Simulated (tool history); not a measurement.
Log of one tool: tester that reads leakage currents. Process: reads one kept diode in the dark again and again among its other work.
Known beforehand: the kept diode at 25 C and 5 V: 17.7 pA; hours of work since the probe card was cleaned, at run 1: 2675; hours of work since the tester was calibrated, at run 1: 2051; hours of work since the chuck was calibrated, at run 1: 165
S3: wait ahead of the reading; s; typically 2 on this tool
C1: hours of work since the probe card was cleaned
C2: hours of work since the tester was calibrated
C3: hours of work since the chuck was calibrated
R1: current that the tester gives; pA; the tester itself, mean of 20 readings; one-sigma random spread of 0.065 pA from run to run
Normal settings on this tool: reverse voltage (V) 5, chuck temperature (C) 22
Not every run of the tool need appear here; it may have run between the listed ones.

{"run": 1, "hour": 0.0, "reverse voltage (V)": 5, "chuck temperature (C)": 22, "S3": 2, "C1": 2675, "C2": 2051, "C3": 165, "R1": 17.95}
{"run": 2, "hour": 227.4, "reverse voltage (V)": 5.78, "chuck temperature (C)": 22, "S3": 2, "C1": 2771, "C2": 2147, "C3": 261, "R1": 19.83}
{"run": 3, "hour": 397.9, "reverse voltage (V)": 5.78, "chuck temperature (C)": 22, "S3": 2, "C1": 2843, "C2": 2219, "C3": 333, "R1": 20.13}
{"run": 4, "hour": 558.6, "reverse voltage (V)": 5, "chuck temperature (C)": 22, "S3": 2, "C1": 2910, "C2": 2287, "C3": 401, "R1": 18.27}
{"run": 5, "hour": 716.9, "reverse voltage (V)": 5, "chuck temperature (C)": 22, "S3": 2, "C1": 2977, "C2": 2354, "C3": 468, "R1": 18.49}
{"run": 6, "hour": 958.7, "reverse voltage (V)": 5, "chuck temperature (C)": 48, "S3": 2, "C1": 3079, "C2": 2456, "C3": 570, "R1": 132.73}
{"run": 7, "hour": 1073.3, "reverse voltage (V)": 5, "chuck temperature (C)": 48, "S3": 2, "C1": 3128, "C2": 2504, "C3": 618, "R1": 131.67}
{"run": 8, "hour": 1180.5, "reverse voltage (V)": 5, "chuck temperature (C)": 22, "S3": 1.63, "C1": 3173, "C2": 2550, "C3": 664, "R1": 19.18}
{"run": 9, "hour": 1380.9, "reverse voltage (V)": 5, "chuck temperature (C)": 22, "S3": 1.63, "C1": 3258, "C2": 2634, "C3": 748, "R1": 19.29}
{"run": 10, "hour": 1622.9, "reverse voltage (V)": 5, "chuck temperature (C)": 22, "S3": 4.77, "C1": 3360, "C2": 2737, "C3": 850, "R1": 19.12}
{"run": 11, "hour": 1737.8, "reverse voltage (V)": 5, "chuck temperature (C)": 22, "S3": 4.77, "C1": 3408, "C2": 2785, "C3": 899, "R1": 19.08}
{"run": 12, "hour": 1938.0, "reverse voltage (V)": 5, "chuck temperature (C)": 22, "S3": 2, "C1": 3493, "C2": 2870, "C3": 984, "R1": 19.79}
{"hour": 1971.8, "done": "probe card cleaned and baked"}
{"run": 13, "hour": 2144.0, "reverse voltage (V)": 5, "chuck temperature (C)": 22, "S3": 2, "C1": 73, "C2": 2955, "C3": 1069, "R1": 14.53}
{"run": 14, "hour": 2285.5, "reverse voltage (V)": 5, "chuck temperature (C)": 22, "S3": 2.63, "C1": 132, "C2": 3015, "C3": 1129, "R1": 14.54}
{"run": 15, "hour": 2435.7, "reverse voltage (V)": 5, "chuck temperature (C)": 22, "S3": 2.63, "C1": 196, "C2": 3078, "C3": 1192, "R1": 14.67}
{"run": 16, "hour": 2612.8, "reverse voltage (V)": 5, "chuck temperature (C)": 22, "S3": 2.63, "C1": 271, "C2": 3153, "C3": 1267, "R1": 14.93}
{"run": 17, "hour": 2727.5, "reverse voltage (V)": 5, "chuck temperature (C)": 22, "S3": 2, "C1": 319, "C2": 3202, "C3": 1316, "R1": 15.06}
{"run": 18, "hour": 2948.6, "reverse voltage (V)": 5, "chuck temperature (C)": 22, "S3": 2, "C1": 412, "C2": 3295, "C3": 1409, "R1": 15.35}
{"run": 19, "hour": 3176.0, "reverse voltage (V)": 5, "chuck temperature (C)": 22, "S3": 2, "C1": 508, "C2": 3391, "C3": 1505, "R1": 15.55}
{"run": 20, "hour": 3380.7, "reverse voltage (V)": 5, "chuck temperature (C)": 22, "S3": 2, "C1": 595, "C2": 3477, "C3": 1591, "R1": 15.69}
{"run": 21, "hour": 3558.9, "reverse voltage (V)": 5, "chuck temperature (C)": 22, "S3": 2, "C1": 670, "C2": 3553, "C3": 1667, "R1": 15.82}
{"run": 22, "hour": 3812.3, "reverse voltage (V)": 5, "chuck temperature (C)": 22, "S3": 2, "C1": 777, "C2": 3660, "C3": 1774, "R1": 16.19}
{"run": 23, "hour": 3994.4, "reverse voltage (V)": 2.31, "chuck temperature (C)": 40, "S3": 2, "C1": 854, "C2": 3737, "C3": 1850, "R1": 47.74}
{"run": 24, "hour": 4129.9, "reverse voltage (V)": 1.62, "chuck temperature (C)": 45, "S3": 0.34, "C1": 911, "C2": 3794, "C3": 1908, "R1": 60.44}
{"hour": 4165.2, "done": "chuck's temperature calibrated"}
{"run": 25, "hour": 4253.1, "reverse voltage (V)": 7.27, "chuck temperature (C)": 26, "S3": 4.06, "C1": 962, "C2": 3845, "C3": 37, "R1": 25.61}
{"run": 26, "hour": 4413.4, "reverse voltage (V)": 7.27, "chuck temperature (C)": 26, "S3": 4.06, "C1": 1030, "C2": 3913, "C3": 105, "R1": 25.94}
{"run": 27, "hour": 4619.5, "reverse voltage (V)": 2.51, "chuck temperature (C)": 33, "S3": 0.63, "C1": 1117, "C2": 4000, "C3": 192, "R1": 26.75}
{"run": 28, "hour": 4750.3, "reverse voltage (V)": 5, "chuck temperature (C)": 22, "S3": 3.83, "C1": 1172, "C2": 4055, "C3": 247, "R1": 15.44}
{"hour": 4902.8, "done": "tester calibrated"}
{"run": 29, "hour": 4934.3, "reverse voltage (V)": 5, "chuck temperature (C)": 22, "S3": 3.83, "C1": 1249, "C2": 13, "C3": 324, "R1": 15.91}
{"run": 30, "hour": 5113.8, "reverse voltage (V)": 5, "chuck temperature (C)": 22, "S3": 3.83, "C1": 1325, "C2": 89, "C3": 400, "R1": 16}
{"run": 31, "hour": 5262.8, "reverse voltage (V)": 5, "chuck temperature (C)": 28, "S3": 2, "C1": 1388, "C2": 152, "C3": 463, "R1": 26.3}
{"run": 32, "hour": 5443.7, "reverse voltage (V)": 5, "chuck temperature (C)": 28, "S3": 2, "C1": 1464, "C2": 228, "C3": 539, "R1": 26.75}
{"run": 33, "hour": 5625.4, "reverse voltage (V)": 1.59, "chuck temperature (C)": 55, "S3": 2, "C1": 1541, "C2": 305, "C3": 616, "R1": 124.07}
{"run": 34, "hour": 5758.8, "reverse voltage (V)": 1.59, "chuck temperature (C)": 55, "S3": 2, "C1": 1597, "C2": 361, "C3": 672, "R1": 124.73}
{"run": 35, "hour": 5872.9, "reverse voltage (V)": 1.59, "chuck temperature (C)": 55, "S3": 2, "C1": 1645, "C2": 410, "C3": 720, "R1": 124.51}
{"run": 36, "hour": 6104.9, "reverse voltage (V)": 1.59, "chuck temperature (C)": 55, "S3": 2, "C1": 1743, "C2": 508, "C3": 818, "R1": 125.01}
{"run": 37, "hour": 6238.7, "reverse voltage (V)": 1.59, "chuck temperature (C)": 55, "S3": 2, "C1": 1800, "C2": 564, "C3": 875, "R1": 125.38}
{"run": 38, "hour": 6382.7, "reverse voltage (V)": 1.59, "chuck temperature (C)": 55, "S3": 2, "C1": 1861, "C2": 625, "C3": 935, "R1": 125.85}
{"run": 39, "hour": 6526.8, "reverse voltage (V)": 8.49, "chuck temperature (C)": 37, "S3": 1.85, "C1": 1921, "C2": 686, "C3": 996, "R1": 76.03}
{"run": 40, "hour": 6738.0, "reverse voltage (V)": 3.41, "chuck temperature (C)": 27, "S3": 5.08, "C1": 2011, "C2": 775, "C3": 1085, "R1": 20.68}
{"run": 41, "hour": 6856.2, "reverse voltage (V)": 2.55, "chuck temperature (C)": 22, "S3": 2, "C1": 2061, "C2": 825, "C3": 1135, "R1": 11.88}

Below are 3 alternative next runs, each starting from the tool's condition after run 41. Predict each:
{"run": "A", "hour": 6989.3, "reverse voltage (V)": 6.22, "chuck temperature (C)": 22, "S3": 8.5, "C1": 2117, "C2": 881, "C3": 1192, "R1": "?"}
{"run": "B", "hour": 6989.3, "reverse voltage (V)": 3.4, "chuck temperature (C)": 53, "S3": 8, "C1": 2117, "C2": 881, "C3": 1192, "R1": "?"}
{"run": "C", "hour": 6989.3, "reverse voltage (V)": 4.65, "chuck temperature (C)": 22, "S3": 2, "C1": 2117, "C2": 881, "C3": 1192, "R1": "?"}

run=A R1=20.18
run=B R1=161.96
run=C R1=17.2
With no hidden state in the tool, these same runs would have given:
run=A R1=15.25
run=B R1=152.1
run=C R1=13.41
